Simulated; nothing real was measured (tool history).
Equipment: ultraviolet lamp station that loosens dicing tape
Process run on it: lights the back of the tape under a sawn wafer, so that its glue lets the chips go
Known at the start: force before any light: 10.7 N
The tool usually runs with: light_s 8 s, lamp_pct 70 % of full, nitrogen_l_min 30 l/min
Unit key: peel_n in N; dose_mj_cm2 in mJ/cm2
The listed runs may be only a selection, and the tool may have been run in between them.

{"run": 1, "hour": 0.0, "light_s": 8, "lamp_pct": 70, "nitrogen_l_min": 30, "peel_n": 0.97, "dose_mj_cm2": 219}
{"run": 2, "hour": 33.2, "light_s": 8, "lamp_pct": 70, "nitrogen_l_min": 30, "peel_n": 0.946, "dose_mj_cm2": 212}
{"run": 3, "hour": 73.7, "light_s": 8, "lamp_pct": 70, "nitrogen_l_min": 30, "peel_n": 1.059, "dose_mj_cm2": 210}
{"run": 4, "hour": 108.4, "light_s": 8, "lamp_pct": 70, "nitrogen_l_min": 30, "peel_n": 1.075, "dose_mj_cm2": 210}
{"run": 5, "hour": 144.0, "light_s": 8, "lamp_pct": 70, "nitrogen_l_min": 30, "peel_n": 1.067, "dose_mj_cm2": 211}
{"run": 6, "hour": 169.8, "light_s": 8, "lamp_pct": 70, "nitrogen_l_min": 30, "peel_n": 1.152, "dose_mj_cm2": 210}
{"hour": 216.5, "done": "window cleaned of glue's vapour"}
{"run": 7, "hour": 221.3, "light_s": 8, "lamp_pct": 70, "nitrogen_l_min": 30, "peel_n": 1.349, "dose_mj_cm2": 189}
{"run": 8, "hour": 246.7, "light_s": 8, "lamp_pct": 78, "nitrogen_l_min": 30, "peel_n": 1.117, "dose_mj_cm2": 207}
{"run": 9, "hour": 284.7, "light_s": 8, "lamp_pct": 70, "nitrogen_l_min": 30, "peel_n": 1.38, "dose_mj_cm2": 186}
{"run": 10, "hour": 321.2, "light_s": 8, "lamp_pct": 70, "nitrogen_l_min": 10, "peel_n": 2.708, "dose_mj_cm2": 180}
{"run": 11, "hour": 350.2, "light_s": 8, "lamp_pct": 70, "nitrogen_l_min": 30, "peel_n": 1.475, "dose_mj_cm2": 177}
{"run": 12, "hour": 385.5, "light_s": 8, "lamp_pct": 70, "nitrogen_l_min": 26, "peel_n": 1.726, "dose_mj_cm2": 171}
{"run": 13, "hour": 433.4, "light_s": 8, "lamp_pct": 70, "nitrogen_l_min": 26, "peel_n": 1.791, "dose_mj_cm2": 170}
{"run": 14, "hour": 474.1, "light_s": 8, "lamp_pct": 70, "nitrogen_l_min": 30, "peel_n": 1.659, "dose_mj_cm2": 164}
{"run": 15, "hour": 510.9, "light_s": 8, "lamp_pct": 85, "nitrogen_l_min": 30, "peel_n": 1.153, "dose_mj_cm2": 201}
{"hour": 520.4, "done": "window cleaned of glue's vapour, once more"}
{"run": 16, "hour": 544.7, "light_s": 7, "lamp_pct": 70, "nitrogen_l_min": 30, "peel_n": 1.395, "dose_mj_cm2": 181}
{"hour": 552.2, "done": "lamp changed"}
{"run": 17, "hour": 588.1, "light_s": 7, "lamp_pct": 70, "nitrogen_l_min": 30, "peel_n": 0.456, "dose_mj_cm2": 303}
{"run": 18, "hour": 615.9, "light_s": 7, "lamp_pct": 70, "nitrogen_l_min": 30, "peel_n": 0.46, "dose_mj_cm2": 302}
{"run": 19, "hour": 657.1, "light_s": 7, "lamp_pct": 70, "nitrogen_l_min": 30, "peel_n": 0.477, "dose_mj_cm2": 299}
{"run": 20, "hour": 704.8, "light_s": 16, "lamp_pct": 70, "nitrogen_l_min": 25, "peel_n": 0.178, "dose_mj_cm2": 668}
{"run": 21, "hour": 745.1, "light_s": 16, "lamp_pct": 70, "nitrogen_l_min": 25, "peel_n": 0.176, "dose_mj_cm2": 665}
{"run": 22, "hour": 788.9, "light_s": 8, "lamp_pct": 76, "nitrogen_l_min": 13, "peel_n": 0.664, "dose_mj_cm2": 355}
{"run": 23, "hour": 810.4, "light_s": 8, "lamp_pct": 76, "nitrogen_l_min": 13, "peel_n": 0.67, "dose_mj_cm2": 348}
{"run": 24, "hour": 842.6, "light_s": 8, "lamp_pct": 76, "nitrogen_l_min": 13, "peel_n": 0.701, "dose_mj_cm2": 346}
{"run": 25, "hour": 883.0, "light_s": 8, "lamp_pct": 93, "nitrogen_l_min": 55, "peel_n": 0.205, "dose_mj_cm2": 421}
{"run": 26, "hour": 926.2, "light_s": 8, "lamp_pct": 93, "nitrogen_l_min": 55, "peel_n": 0.202, "dose_mj_cm2": 412}
{"run": 27, "hour": 975.2, "light_s": 8, "lamp_pct": 75, "nitrogen_l_min": 9, "peel_n": 1.083, "dose_mj_cm2": 326}
{"run": 28, "hour": 1013.7, "light_s": 8, "lamp_pct": 75, "nitrogen_l_min": 9, "peel_n": 1.129, "dose_mj_cm2": 327}
{"run": 29, "hour": 1049.2, "light_s": 5, "lamp_pct": 75, "nitrogen_l_min": 30, "peel_n": 1.169, "dose_mj_cm2": 202}
{"run": 30, "hour": 1095.7, "light_s": 6, "lamp_pct": 74, "nitrogen_l_min": 20, "peel_n": 1.13, "dose_mj_cm2": 239}
{"run": 31, "hour": 1129.6, "light_s": 8, "lamp_pct": 70, "nitrogen_l_min": 13, "peel_n": 1.013, "dose_mj_cm2": 288}
{"run": 32, "hour": 1168.7, "light_s": 8, "lamp_pct": 70, "nitrogen_l_min": 13, "peel_n": 1.064, "dose_mj_cm2": 294}
{"run": 33, "hour": 1209.5, "light_s": 5, "lamp_pct": 62, "nitrogen_l_min": 11, "peel_n": 3.053, "dose_mj_cm2": 157}
{"run": 34, "hour": 1252.5, "light_s": 5, "lamp_pct": 62, "nitrogen_l_min": 11, "peel_n": 3.202, "dose_mj_cm2": 156}
{"run": 35, "hour": 1281.5, "light_s": 12, "lamp_pct": 67, "nitrogen_l_min": 10, "peel_n": 0.589, "dose_mj_cm2": 399}
{"run": 36, "hour": 1306.6, "light_s": 12, "lamp_pct": 67, "nitrogen_l_min": 10, "peel_n": 0.641, "dose_mj_cm2": 397}
{"run": 37, "hour": 1337.1, "light_s": 8, "lamp_pct": 70, "nitrogen_l_min": 33, "peel_n": 0.556, "dose_mj_cm2": 270}

Results per run with the tool's hidden condition removed, run-to-run variation unchanged:
Hidden state at play: lamp's light, % of a new lamp's; light that the window lets through, % of a clean one's; drift of the gauge itself on peel_n, %; drift of the gauge itself on dose_mj_cm2, %.
run=1 peel_n=0.319 dose_mj_cm2=359
run=2 peel_n=0.297 dose_mj_cm2=354
run=3 peel_n=0.33 dose_mj_cm2=354
run=4 peel_n=0.321 dose_mj_cm2=360
run=5 peel_n=0.312 dose_mj_cm2=362
run=6 peel_n=0.331 dose_mj_cm2=365
run=7 peel_n=0.32 dose_mj_cm2=360
run=8 peel_n=0.266 dose_mj_cm2=400
run=9 peel_n=0.309 dose_mj_cm2=363
run=10 peel_n=0.781 dose_mj_cm2=359
run=11 peel_n=0.305 dose_mj_cm2=358
run=12 peel_n=0.363 dose_mj_cm2=354
run=13 peel_n=0.367 dose_mj_cm2=358
run=14 peel_n=0.323 dose_mj_cm2=354
run=15 peel_n=0.223 dose_mj_cm2=438
run=16 peel_n=0.423 dose_mj_cm2=312
run=17 peel_n=0.42 dose_mj_cm2=314
run=18 peel_n=0.416 dose_mj_cm2=315
run=19 peel_n=0.421 dose_mj_cm2=316
run=20 peel_n=0.175 dose_mj_cm2=716
run=21 peel_n=0.172 dose_mj_cm2=722
run=22 peel_n=0.533 dose_mj_cm2=390
run=23 peel_n=0.527 dose_mj_cm2=386
run=24 peel_n=0.541 dose_mj_cm2=388
run=25 peel_n=0.188 dose_mj_cm2=477
run=26 peel_n=0.183 dose_mj_cm2=474
run=27 peel_n=0.773 dose_mj_cm2=381
run=28 peel_n=0.787 dose_mj_cm2=387
run=29 peel_n=0.796 dose_mj_cm2=242
run=30 peel_n=0.743 dose_mj_cm2=289
run=31 peel_n=0.642 dose_mj_cm2=354
run=32 peel_n=0.658 dose_mj_cm2=364
run=33 peel_n=2.237 dose_mj_cm2=197
run=34 peel_n=2.307 dose_mj_cm2=199
run=35 peel_n=0.33 dose_mj_cm2=514
run=36 peel_n=0.352 dose_mj_cm2=516
run=37 peel_n=0.301 dose_mj_cm2=354
